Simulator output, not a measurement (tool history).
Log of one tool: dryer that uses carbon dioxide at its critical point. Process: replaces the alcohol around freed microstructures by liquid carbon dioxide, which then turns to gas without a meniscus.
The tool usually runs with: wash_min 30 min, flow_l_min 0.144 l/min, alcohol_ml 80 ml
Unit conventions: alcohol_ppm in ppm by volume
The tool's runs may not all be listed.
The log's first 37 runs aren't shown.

run,hour,wash_min,flow_l_min,alcohol_ml,alcohol_ppm
38,663.6,20,0.171,108,1664
39,677.8,20,0.171,108,1735
40,693.4,30,0.144,61,415
# hour 700.6: inlet filter changed
41,718,30,0.146,80,238
42,728.9,30,0.232,74,142
# hour 740.9: purifier's bed changed
43,750.7,30,0.153,60,62
44,763.4,30,0.153,60,71
45,786.8,38,0.205,60,8
46,809,24,0.175,74,162
47,820.5,24,0.175,74,183

Here are 3 independent what-if runs from the current tool condition. What would each one return?
A,843.8,31,0.136,80,?
B,843.8,24,0.209,74,?
C,843.8,34,0.144,27,?

run,alcohol_ppm
A,232
B,54
C,38
The same runs, with their run-to-run variation unchanged, on a tool lacking any hidden condition would have given:
run,alcohol_ppm
A,139
B,24
C,17
